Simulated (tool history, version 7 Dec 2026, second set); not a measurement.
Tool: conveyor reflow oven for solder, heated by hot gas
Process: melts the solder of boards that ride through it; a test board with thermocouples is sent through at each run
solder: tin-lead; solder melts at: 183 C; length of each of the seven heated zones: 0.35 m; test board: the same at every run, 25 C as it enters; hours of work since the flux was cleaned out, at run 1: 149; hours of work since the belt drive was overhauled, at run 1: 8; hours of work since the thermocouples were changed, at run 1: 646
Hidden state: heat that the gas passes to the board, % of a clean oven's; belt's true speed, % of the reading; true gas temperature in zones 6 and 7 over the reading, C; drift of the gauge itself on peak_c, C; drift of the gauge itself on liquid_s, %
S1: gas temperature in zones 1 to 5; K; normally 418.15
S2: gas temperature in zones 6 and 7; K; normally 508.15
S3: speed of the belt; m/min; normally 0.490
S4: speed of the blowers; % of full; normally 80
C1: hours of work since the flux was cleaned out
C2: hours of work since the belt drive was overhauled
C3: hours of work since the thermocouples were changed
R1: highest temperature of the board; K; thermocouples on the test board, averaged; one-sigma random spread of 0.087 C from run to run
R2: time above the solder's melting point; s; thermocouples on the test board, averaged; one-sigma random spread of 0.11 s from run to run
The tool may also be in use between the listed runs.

run 1 hour=0.0 | S1=418.15 S2=508.15 S3=0.490 S4=80 | C1=149 C2=8 C3=646 | R1=494.12 R2=70.4
-- hour=63.9 flux residue cleaned out of gas plates and filters
run 2 hour=71.8 | S1=409.15 S2=508.15 S3=0.490 S4=80 | C1=6 C2=55 C3=693 | R1=494.33 R2=67.0
run 3 hour=114.2 | S1=418.15 S2=508.15 S3=0.411 S4=80 | C1=35 C2=85 C3=723 | R1=500.18 R2=89.9
run 4 hour=171.0 | S1=418.15 S2=508.15 S3=0.411 S4=80 | C1=76 C2=125 C3=763 | R1=500.01 R2=89.8
run 5 hour=204.8 | S1=418.15 S2=508.15 S3=0.411 S4=80 | C1=99 C2=149 C3=787 | R1=500.00 R2=89.7
run 6 hour=240.8 | S1=418.15 S2=508.15 S3=0.411 S4=80 | C1=125 C2=174 C3=812 | R1=499.95 R2=89.9
run 7 hour=309.7 | S1=418.15 S2=508.15 S3=0.503 S4=80 | C1=173 C2=223 C3=861 | R1=494.10 R2=68.7
-- hour=339.0 flux residue cleaned out of gas plates and filters
run 8 hour=384.0 | S1=418.15 S2=508.15 S3=0.503 S4=80 | C1=32 C2=272 C3=910 | R1=495.25 R2=70.0
-- hour=398.9 thermocouples of zones 6 and 7 changed
run 9 hour=455.6 | S1=418.15 S2=508.15 S3=0.503 S4=80 | C1=81 C2=321 C3=40 | R1=492.80 R2=68.0
run 10 hour=498.1 | S1=418.15 S2=508.15 S3=0.503 S4=58 | C1=111 C2=351 C3=70 | R1=488.88 R2=63.9
run 11 hour=549.4 | S1=418.15 S2=522.15 S3=0.490 S4=80 | C1=147 C2=387 C3=106 | R1=505.46 R2=78.5
run 12 hour=596.8 | S1=418.15 S2=522.15 S3=0.490 S4=80 | C1=180 C2=420 C3=140 | R1=505.50 R2=78.7
-- hour=614.1 flux residue cleaned out of gas plates and filters
run 13 hour=672.6 | S1=418.15 S2=522.15 S3=0.490 S4=80 | C1=41 C2=470 C3=189 | R1=506.77 R2=79.6
run 14 hour=713.5 | S1=418.15 S2=522.15 S3=0.490 S4=80 | C1=70 C2=499 C3=218 | R1=506.68 R2=79.7
run 15 hour=753.5 | S1=418.15 S2=522.15 S3=0.490 S4=80 | C1=98 C2=527 C3=247 | R1=506.53 R2=79.4
run 16 hour=824.8 | S1=429.15 S2=514.15 S3=0.538 S4=54 | C1=149 C2=577 C3=297 | R1=493.61 R2=68.3
run 17 hour=870.8 | S1=429.15 S2=520.15 S3=0.502 S4=54 | C1=181 C2=610 C3=329 | R1=500.91 R2=79.2
-- hour=885.7 flux residue cleaned out of gas plates and filters
run 18 hour=921.0 | S1=431.15 S2=508.15 S3=0.490 S4=52 | C1=25 C2=642 C3=361 | R1=492.81 R2=76.6
run 19 hour=991.6 | S1=427.15 S2=500.15 S3=0.425 S4=50 | C1=75 C2=692 C3=411 | R1=488.62 R2=82.9
run 20 hour=1025.7 | S1=427.15 S2=514.15 S3=0.425 S4=50 | C1=99 C2=716 C3=435 | R1=500.86 R2=93.2
-- hour=1078.2 belt drive overhauled, speed set with a stopwatch
run 21 hour=1078.2 | S1=418.15 S2=497.15 S3=0.490 S4=55 | C1=133 C2=0 C3=469 | R1=480.50 R2=56.1
run 22 hour=1112.6 | S1=418.15 S2=497.15 S3=0.490 S4=55 | C1=157 C2=24 C3=493 | R1=480.59 R2=56.0
-- hour=1163.4 flux residue cleaned out of gas plates and filters
run 23 hour=1193.9 | S1=424.15 S2=500.15 S3=0.502 S4=83 | C1=22 C2=78 C3=547 | R1=488.81 R2=67.7
run 24 hour=1251.0 | S1=418.15 S2=508.15 S3=0.468 S4=72 | C1=62 C2=118 C3=587 | R1=495.06 R2=74.8
run 25 hour=1290.7 | S1=418.15 S2=508.15 S3=0.468 S4=72 | C1=90 C2=146 C3=615 | R1=495.07 R2=74.7
run 26 hour=1366.5 | S1=418.15 S2=514.15 S3=0.438 S4=72 | C1=143 C2=200 C3=669 | R1=502.12 R2=85.6
run 27 hour=1420.5 | S1=424.15 S2=502.15 S3=0.445 S4=64 | C1=181 C2=238 C3=707 | R1=490.63 R2=78.4
-- hour=1439.8 flux residue cleaned out of gas plates and filters
run 28 hour=1502.5 | S1=427.15 S2=508.15 S3=0.445 S4=64 | C1=44 C2=292 C3=761 | R1=497.58 R2=85.7

What if the next run were any one of these 5? Each begins from the tool's condition after run 28:
run A hour=1545.4 | S1=418.15 S2=509.15 S3=0.490 S4=80 | C1=74 C2=322 C3=791 | R1=? R2=?
run B hour=1545.4 | S1=418.15 S2=508.15 S3=0.405 S4=80 | C1=74 C2=322 C3=791 | R1=? R2=?
run C hour=1545.4 | S1=408.15 S2=508.15 S3=0.439 S4=56 | C1=74 C2=322 C3=791 | R1=? R2=?
run D hour=1545.4 | S1=427.15 S2=511.15 S3=0.445 S4=64 | C1=74 C2=322 C3=791 | R1=? R2=?
run E hour=1545.4 | S1=407.15 S2=508.15 S3=0.416 S4=90 | C1=74 C2=322 C3=791 | R1=? R2=?

run=A R1=496.49 R2=72.7
run=B R1=500.57 R2=92.3
run=C R1=493.37 R2=73.8
run=D R1=500.22 R2=87.3
run=E R1=499.93 R2=84.6
Without the tool's hidden state the same runs would have given:
run=A R1=494.80 R2=70.8
run=B R1=498.72 R2=90.1
run=C R1=491.58 R2=71.5
run=D R1=498.42 R2=85.2
run=E R1=498.12 R2=82.6
